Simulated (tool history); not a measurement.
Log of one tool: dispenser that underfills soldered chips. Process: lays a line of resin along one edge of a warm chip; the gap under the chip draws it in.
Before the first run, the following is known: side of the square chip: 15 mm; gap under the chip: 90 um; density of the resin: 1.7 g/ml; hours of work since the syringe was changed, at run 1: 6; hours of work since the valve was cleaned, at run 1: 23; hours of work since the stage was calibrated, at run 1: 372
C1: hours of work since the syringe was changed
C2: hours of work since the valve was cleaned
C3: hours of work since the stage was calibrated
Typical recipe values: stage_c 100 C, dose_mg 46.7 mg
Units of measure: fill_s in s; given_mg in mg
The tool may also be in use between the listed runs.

Run 1, hour 0.0: usual settings; C1 6; C2 23; C3 372. Result: fill_s 107.7 s, given_mg 45.84 mg.
At hour 8.8: new syringe of resin.
Run 2, hour 12.8: usual settings; C1 3; C2 32; C3 381. Result: fill_s 96.5 s, given_mg 45.32 mg.
Run 3, hour 24.1: usual settings; C1 12; C2 41; C3 390. Result: fill_s 134.0 s, given_mg 45.01 mg.
At hour 25.7: new syringe of resin.
Run 4, hour 37.6: usual settings; C1 9; C2 51; C3 400. Result: fill_s 123.5 s, given_mg 44.76 mg.
At hour 41.6: new syringe of resin.
Run 5, hour 49.7: usual settings; C1 6; C2 60; C3 409. Result: fill_s 109.1 s, given_mg 44.38 mg.
At hour 54.7: dispensing valve cleaned and set on the balance.
Run 6, hour 57.3: usual settings; C1 11; C2 2; C3 414. Result: fill_s 131.7 s, given_mg 46.12 mg.
At hour 58.9: new syringe of resin.
At hour 62.3: stage's temperature calibrated.
Run 7, hour 70.2: usual settings; C1 8; C2 11; C3 6. Result: fill_s 109.9 s, given_mg 45.98 mg.
At hour 75.8: new syringe of resin.
Run 8, hour 81.5: usual settings but stage_c 95 C; C1 4; C2 19; C3 14. Result: fill_s 114.2 s, given_mg 45.65 mg.
Run 9, hour 89.0: usual settings but stage_c 95 C; C1 10; C2 25; C3 20. Result: fill_s 140.6 s, given_mg 45.60 mg.
At hour 91.8: new syringe of resin.
Run 10, hour 101.8: usual settings but stage_c 87 C; C1 8; C2 34; C3 29. Result: fill_s 163.8 s, given_mg 45.31 mg.
At hour 107.9: new syringe of resin.
Run 11, hour 110.5: usual settings; C1 2; C2 40; C3 36. Result: fill_s 87.8 s, given_mg 44.99 mg.
Run 12, hour 118.0: usual settings but dose_mg 46.5 mg; C1 8; C2 46; C3 41. Result: fill_s 109.7 s, given_mg 45.26 mg.
At hour 124.2: new syringe of resin.
Run 13, hour 125.3: usual settings but stage_c 102 C, dose_mg 46.1 mg; C1 1; C2 51; C3 47. Result: fill_s 81.4 s, given_mg 44.58 mg.
Run 14, hour 131.9: usual settings but stage_c 87 C, dose_mg 42.6 mg; C1 6; C2 56; C3 51. Result: fill_s 155.0 s, given_mg 40.59 mg.
At hour 140.1: new syringe of resin.
At hour 141.1: dispensing valve cleaned and set on the balance.
Run 15, hour 142.0: usual settings but stage_c 87 C, dose_mg 42.6 mg; C1 1; C2 1; C3 58. Result: fill_s 127.9 s, given_mg 42.40 mg.
Run 16, hour 153.6: usual settings but dose_mg 43.6 mg; C1 9; C2 9; C3 67. Result: fill_s 122.0 s, given_mg 43.38 mg.
At hour 156.9: new syringe of resin.
Run 17, hour 161.5: usual settings but stage_c 109 C, dose_mg 50.2 mg; C1 3; C2 15; C3 72. Result: fill_s 71.8 s, given_mg 50.04 mg.
At hour 172.9: new syringe of resin.
Run 18, hour 173.5: usual settings but stage_c 97 C, dose_mg 56.7 mg; C1 0; C2 24; C3 81. Result: fill_s 88.8 s, given_mg 55.71 mg.
Run 19, hour 184.0: usual settings but stage_c 88 C, dose_mg 53.9 mg; C1 8; C2 32; C3 89. Result: fill_s 157.2 s, given_mg 52.44 mg.
At hour 189.1: new syringe of resin.
Run 20, hour 191.9: usual settings but stage_c 112 C, dose_mg 53.9 mg; C1 2; C2 37; C3 95. Result: fill_s 62.6 s, given_mg 52.24 mg.

Predict the results of run 21:
Run 21, hour 199.3: usual settings but stage_c 94 C, dose_mg 51.5 mg; C1 8; C2 43; C3 100. Result: fill_s ?, given_mg ?.

Run 21 measured fill_s 131.8 s, given_mg 49.51 mg.
Were there no unlogged condition in the tool, this run, its random variation unchanged, would have produced fill_s 94.8 s, given_mg 51.38 mg.

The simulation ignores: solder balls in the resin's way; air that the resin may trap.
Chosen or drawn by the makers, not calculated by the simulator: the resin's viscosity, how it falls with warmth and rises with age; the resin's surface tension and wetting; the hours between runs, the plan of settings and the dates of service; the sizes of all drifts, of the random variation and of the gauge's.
